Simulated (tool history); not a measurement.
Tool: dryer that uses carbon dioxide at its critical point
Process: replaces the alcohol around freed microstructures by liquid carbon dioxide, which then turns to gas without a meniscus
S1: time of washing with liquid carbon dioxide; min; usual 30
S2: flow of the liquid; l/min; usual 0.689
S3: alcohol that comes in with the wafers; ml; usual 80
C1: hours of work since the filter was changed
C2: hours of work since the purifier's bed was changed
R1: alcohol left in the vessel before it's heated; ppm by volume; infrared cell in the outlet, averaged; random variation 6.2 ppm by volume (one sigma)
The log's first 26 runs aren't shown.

run	hour	S1	S2	S3	C1	C2	R1
27	929.8	40	0.424	53	88	898	488
28	964.9	28	0.544	25	113	922	357
29	1008.1	28	0.544	25	143	953	369
30	1032.1	44	0.919	43	160	969	102
# hour 1064.0: inlet filter changed
31	1068.0	20	0.689	32	3	994	513
32	1106.4	20	0.689	32	30	1021	547
33	1143.6	27	0.485	80	56	1047	1357
34	1166.1	23	1.066	93	71	1062	258
# hour 1190.0: purifier's bed changed
35	1221.3	31	0.949	35	108	22	30
36	1258.1	31	0.949	35	134	48	38
37	1284.7	31	0.501	35	152	66	383
38	1314.1	30	0.501	103	173	87	1206
# hour 1328.5: inlet filter changed
39	1357.9	46	1.036	80	21	117	24
40	1386.4	19	0.452	61	40	137	2448
41	1411.8	30	0.876	49	58	155	69
42	1454.2	30	0.876	49	88	184	80
43	1480.0	44	0.876	86	106	202	28
44	1511.2	44	0.876	86	128	224	44
45	1543.7	19	0.689	65	151	247	1190
46	1575.9	24	0.689	65	173	269	593

4 ways to go on from here, each from the tool as it stands after run 46. What would each give?
# hour 1588.0: inlet filter changed
A	1621.8	19	0.689	86	24	301	?
# hour 1588.0: inlet filter changed
B	1621.8	22	0.450	30	24	301	?
# hour 1588.0: inlet filter changed
C	1621.8	30	0.689	39	24	301	?
# hour 1588.0: inlet filter changed
D	1621.8	40	0.689	69	24	301	?

run	R1
A	1388
B	933
C	164
D	77
Without the tool's hidden state the same runs would have given:
run	R1
A	1310
B	878
C	125
D	41

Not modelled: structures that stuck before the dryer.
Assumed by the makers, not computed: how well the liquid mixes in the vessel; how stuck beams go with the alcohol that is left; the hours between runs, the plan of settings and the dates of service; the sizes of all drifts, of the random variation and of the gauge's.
